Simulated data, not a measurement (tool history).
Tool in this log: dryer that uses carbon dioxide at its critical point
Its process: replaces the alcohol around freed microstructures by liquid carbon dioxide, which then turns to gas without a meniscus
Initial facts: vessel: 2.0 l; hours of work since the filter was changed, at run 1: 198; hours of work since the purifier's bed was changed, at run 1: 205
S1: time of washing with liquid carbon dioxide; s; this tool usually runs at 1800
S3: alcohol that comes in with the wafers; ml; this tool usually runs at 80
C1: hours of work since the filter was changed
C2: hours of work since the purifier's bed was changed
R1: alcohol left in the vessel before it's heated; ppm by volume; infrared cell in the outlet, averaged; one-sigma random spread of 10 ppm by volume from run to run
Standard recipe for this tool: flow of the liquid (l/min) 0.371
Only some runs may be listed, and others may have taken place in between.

run 1 day=0.000 | S1=1800 flow_of_the_liquid_(l/min)=0.371 S3=80 | C1=198 C2=205 | R1=830
run 2 day=0.417 | S1=1800 flow_of_the_liquid_(l/min)=0.371 S3=37 | C1=203 C2=210 | R1=412
run 3 day=0.892 | S1=1800 flow_of_the_liquid_(l/min)=0.371 S3=37 | C1=208 C2=215 | R1=413
run 4 day=1.350 | S1=1800 flow_of_the_liquid_(l/min)=0.371 S3=37 | C1=214 C2=221 | R1=410
run 5 day=1.717 | S1=1800 flow_of_the_liquid_(l/min)=0.371 S3=37 | C1=218 C2=225 | R1=412
run 6 day=1.917 | S1=1800 flow_of_the_liquid_(l/min)=0.371 S3=22 | C1=220 C2=227 | R1=267
run 7 day=2.200 | S1=1800 flow_of_the_liquid_(l/min)=0.371 S3=22 | C1=224 C2=230 | R1=273
run 8 day=2.433 | S1=1800 flow_of_the_liquid_(l/min)=0.371 S3=22 | C1=226 C2=233 | R1=275
run 9 day=2.858 | S1=1800 flow_of_the_liquid_(l/min)=0.371 S3=22 | C1=231 C2=238 | R1=278
run 10 day=3.138 | S1=1800 flow_of_the_liquid_(l/min)=0.371 S3=22 | C1=235 C2=241 | R1=280
run 11 day=3.446 | S1=1500 flow_of_the_liquid_(l/min)=0.289 S3=118 | C1=238 C2=245 | R1=5104
run 12 day=3.838 | S1=1140 flow_of_the_liquid_(l/min)=0.319 S3=30 | C1=243 C2=250 | R1=1917
run 13 day=4.050 | S1=1200 flow_of_the_liquid_(l/min)=0.589 S3=103 | C1=245 C2=252 | R1=764
run 14 day=4.279 | S1=1200 flow_of_the_liquid_(l/min)=0.589 S3=103 | C1=248 C2=255 | R1=766
run 15 day=4.533 | S1=1920 flow_of_the_liquid_(l/min)=0.589 S3=103 | C1=251 C2=258 | R1=106
run 16 day=4.775 | S1=1920 flow_of_the_liquid_(l/min)=0.589 S3=103 | C1=254 C2=261 | R1=110
run 17 day=5.221 | S1=1620 flow_of_the_liquid_(l/min)=0.224 S3=33 | C1=259 C2=266 | R1=2306
run 18 day=5.538 | S1=1260 flow_of_the_liquid_(l/min)=0.224 S3=87 | C1=263 C2=270 | R1=9200
run 19 day=5.842 | S1=1140 flow_of_the_liquid_(l/min)=0.371 S3=80 | C1=266 C2=273 | R1=3497

Alternative continuations, all from the tool just after run 19; predict every row:
run A day=6.233 | S1=1140 flow_of_the_liquid_(l/min)=0.371 S3=80 | C1=271 C2=278 | R1=?
run B day=6.233 | S1=1620 flow_of_the_liquid_(l/min)=0.525 S3=53 | C1=271 C2=278 | R1=?
run C day=6.233 | S1=2220 flow_of_the_liquid_(l/min)=0.233 S3=39 | C1=271 C2=278 | R1=?

run=A R1=3700
run=B R1=235
run=C R1=1172
With no hidden state in the tool, these same runs would have given:
run=A R1=2819
run=B R1=110
run=C R1=828
